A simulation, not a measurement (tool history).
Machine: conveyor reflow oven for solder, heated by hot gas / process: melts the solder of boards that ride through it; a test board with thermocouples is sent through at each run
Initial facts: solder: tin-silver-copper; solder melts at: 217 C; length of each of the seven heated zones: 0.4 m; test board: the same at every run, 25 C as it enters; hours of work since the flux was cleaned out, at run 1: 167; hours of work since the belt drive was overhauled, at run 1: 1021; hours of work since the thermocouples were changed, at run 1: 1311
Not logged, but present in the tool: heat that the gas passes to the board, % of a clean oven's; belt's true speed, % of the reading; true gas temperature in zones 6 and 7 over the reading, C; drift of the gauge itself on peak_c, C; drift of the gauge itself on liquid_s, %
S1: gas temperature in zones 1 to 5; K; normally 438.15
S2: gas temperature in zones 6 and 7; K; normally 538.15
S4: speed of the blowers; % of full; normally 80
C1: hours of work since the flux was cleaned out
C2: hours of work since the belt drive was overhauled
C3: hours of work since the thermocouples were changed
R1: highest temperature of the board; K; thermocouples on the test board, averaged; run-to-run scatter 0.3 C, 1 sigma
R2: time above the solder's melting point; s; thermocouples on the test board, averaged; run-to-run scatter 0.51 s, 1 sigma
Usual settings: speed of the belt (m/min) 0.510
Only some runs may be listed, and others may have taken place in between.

{"run": 1, "hour": 0.0, "S1": 438.15, "S2": 538.15, "speed of the belt (m/min)": 0.51, "S4": 80, "C1": 167, "C2": 1021, "C3": 1311, "R1": 526.65, "R2": 70.5}
{"hour": 36.2, "done": "thermocouples of zones 6 and 7 changed"}
{"run": 2, "hour": 39.6, "S1": 438.15, "S2": 538.15, "speed of the belt (m/min)": 0.51, "S4": 80, "C1": 191, "C2": 1046, "C3": 2, "R1": 526.35, "R2": 68.8}
{"run": 3, "hour": 75.7, "S1": 438.15, "S2": 538.15, "speed of the belt (m/min)": 0.51, "S4": 80, "C1": 215, "C2": 1069, "C3": 26, "R1": 526.25, "R2": 69.9}
{"run": 4, "hour": 107.9, "S1": 438.15, "S2": 538.15, "speed of the belt (m/min)": 0.51, "S4": 80, "C1": 235, "C2": 1090, "C3": 47, "R1": 526.05, "R2": 70.1}
{"run": 5, "hour": 138.4, "S1": 438.15, "S2": 538.15, "speed of the belt (m/min)": 0.51, "S4": 80, "C1": 255, "C2": 1110, "C3": 66, "R1": 526.95, "R2": 69.5}
{"run": 6, "hour": 184.5, "S1": 438.15, "S2": 538.15, "speed of the belt (m/min)": 0.51, "S4": 67, "C1": 285, "C2": 1140, "C3": 96, "R1": 523.45, "R2": 66.4}
{"run": 7, "hour": 219.4, "S1": 438.15, "S2": 538.15, "speed of the belt (m/min)": 0.51, "S4": 67, "C1": 308, "C2": 1162, "C3": 119, "R1": 524.05, "R2": 65.6}
{"run": 8, "hour": 265.7, "S1": 438.15, "S2": 538.15, "speed of the belt (m/min)": 0.51, "S4": 67, "C1": 338, "C2": 1192, "C3": 149, "R1": 523.95, "R2": 65.9}
{"run": 9, "hour": 291.2, "S1": 438.15, "S2": 544.15, "speed of the belt (m/min)": 0.51, "S4": 80, "C1": 354, "C2": 1209, "C3": 165, "R1": 532.15, "R2": 73.5}
{"run": 10, "hour": 332.1, "S1": 438.15, "S2": 544.15, "speed of the belt (m/min)": 0.51, "S4": 80, "C1": 381, "C2": 1236, "C3": 192, "R1": 531.65, "R2": 73.4}
{"hour": 362.7, "done": "flux residue cleaned out of gas plates and filters"}
{"run": 11, "hour": 362.7, "S1": 438.15, "S2": 544.15, "speed of the belt (m/min)": 0.51, "S4": 80, "C1": 0, "C2": 1252, "C3": 209, "R1": 532.35, "R2": 73.4}
{"run": 12, "hour": 384.2, "S1": 438.15, "S2": 544.15, "speed of the belt (m/min)": 0.51, "S4": 80, "C1": 14, "C2": 1266, "C3": 223, "R1": 532.05, "R2": 73.5}
{"run": 13, "hour": 415.6, "S1": 438.15, "S2": 544.15, "speed of the belt (m/min)": 0.51, "S4": 80, "C1": 34, "C2": 1286, "C3": 243, "R1": 531.35, "R2": 73.8}
{"run": 14, "hour": 461.2, "S1": 438.15, "S2": 538.15, "speed of the belt (m/min)": 0.598, "S4": 80, "C1": 64, "C2": 1316, "C3": 272, "R1": 521.85, "R2": 54.6}
{"run": 15, "hour": 494.1, "S1": 438.15, "S2": 538.15, "speed of the belt (m/min)": 0.51, "S4": 80, "C1": 85, "C2": 1337, "C3": 294, "R1": 527.15, "R2": 69.8}
{"run": 16, "hour": 520.3, "S1": 438.15, "S2": 538.15, "speed of the belt (m/min)": 0.51, "S4": 80, "C1": 102, "C2": 1354, "C3": 311, "R1": 526.25, "R2": 69.6}
{"run": 17, "hour": 556.8, "S1": 434.15, "S2": 538.15, "speed of the belt (m/min)": 0.577, "S4": 80, "C1": 126, "C2": 1378, "C3": 334, "R1": 522.15, "R2": 55.2}
{"run": 18, "hour": 579.1, "S1": 434.15, "S2": 538.15, "speed of the belt (m/min)": 0.577, "S4": 80, "C1": 140, "C2": 1393, "C3": 349, "R1": 522.45, "R2": 54.9}
{"run": 19, "hour": 619.7, "S1": 426.15, "S2": 539.15, "speed of the belt (m/min)": 0.51, "S4": 80, "C1": 167, "C2": 1419, "C3": 375, "R1": 525.75, "R2": 64.6}
{"run": 20, "hour": 656.4, "S1": 426.15, "S2": 539.15, "speed of the belt (m/min)": 0.51, "S4": 80, "C1": 191, "C2": 1443, "C3": 399, "R1": 525.85, "R2": 65.0}
{"run": 21, "hour": 679.5, "S1": 426.15, "S2": 539.15, "speed of the belt (m/min)": 0.51, "S4": 80, "C1": 206, "C2": 1458, "C3": 414, "R1": 525.75, "R2": 64.4}
{"run": 22, "hour": 719.0, "S1": 445.15, "S2": 535.15, "speed of the belt (m/min)": 0.548, "S4": 75, "C1": 231, "C2": 1483, "C3": 440, "R1": 521.65, "R2": 62.3}
{"run": 23, "hour": 753.1, "S1": 432.15, "S2": 553.15, "speed of the belt (m/min)": 0.548, "S4": 75, "C1": 253, "C2": 1505, "C3": 462, "R1": 535.95, "R2": 68.4}
{"run": 24, "hour": 792.2, "S1": 432.15, "S2": 553.15, "speed of the belt (m/min)": 0.548, "S4": 75, "C1": 279, "C2": 1531, "C3": 487, "R1": 536.35, "R2": 68.0}
{"run": 25, "hour": 813.2, "S1": 438.15, "S2": 553.15, "speed of the belt (m/min)": 0.548, "S4": 74, "C1": 292, "C2": 1544, "C3": 501, "R1": 536.25, "R2": 70.7}
{"run": 26, "hour": 860.0, "S1": 438.15, "S2": 553.15, "speed of the belt (m/min)": 0.548, "S4": 74, "C1": 323, "C2": 1575, "C3": 531, "R1": 536.65, "R2": 70.1}
{"run": 27, "hour": 904.5, "S1": 438.15, "S2": 529.15, "speed of the belt (m/min)": 0.552, "S4": 77, "C1": 351, "C2": 1604, "C3": 560, "R1": 515.85, "R2": 53.6}
{"run": 28, "hour": 925.3, "S1": 438.15, "S2": 529.15, "speed of the belt (m/min)": 0.552, "S4": 77, "C1": 365, "C2": 1617, "C3": 573, "R1": 515.65, "R2": 53.4}
{"run": 29, "hour": 957.4, "S1": 438.15, "S2": 529.15, "speed of the belt (m/min)": 0.552, "S4": 77, "C1": 386, "C2": 1638, "C3": 594, "R1": 515.65, "R2": 53.4}
{"hour": 969.2, "done": "belt drive overhauled, speed set with a stopwatch"}
{"hour": 986.3, "done": "flux residue cleaned out of gas plates and filters"}
{"run": 30, "hour": 1006.5, "S1": 438.15, "S2": 529.15, "speed of the belt (m/min)": 0.552, "S4": 77, "C1": 13, "C2": 21, "C3": 620, "R1": 515.35, "R2": 53.4}
{"run": 31, "hour": 1051.5, "S1": 438.15, "S2": 529.15, "speed of the belt (m/min)": 0.552, "S4": 77, "C1": 42, "C2": 50, "C3": 650, "R1": 515.95, "R2": 54.1}
{"run": 32, "hour": 1078.7, "S1": 433.15, "S2": 538.15, "speed of the belt (m/min)": 0.51, "S4": 68, "C1": 60, "C2": 68, "C3": 667, "R1": 523.75, "R2": 65.2}

Alternative continuations, all from the tool just after run 32; predict every row:
{"run": "A", "hour": 1116.3, "S1": 451.15, "S2": 550.15, "speed of the belt (m/min)": 0.51, "S4": 88, "C1": 84, "C2": 92, "C3": 692, "R1": "?", "R2": "?"}
{"run": "B", "hour": 1116.3, "S1": 438.15, "S2": 538.15, "speed of the belt (m/min)": 0.601, "S4": 61, "C1": 84, "C2": 92, "C3": 692, "R1": "?", "R2": "?"}
{"run": "C", "hour": 1116.3, "S1": 433.15, "S2": 538.15, "speed of the belt (m/min)": 0.51, "S4": 76, "C1": 84, "C2": 92, "C3": 692, "R1": "?", "R2": "?"}

run=A R1=540.45 R2=83.2
run=B R1=516.95 R2=47.2
run=C R1=524.85 R2=66.7
Stripped of hidden state, with their random variation kept, the same runs would have yielded:
run=A R1=540.35 R2=83.1
run=B R1=516.85 R2=47.1
run=C R1=524.75 R2=66.7
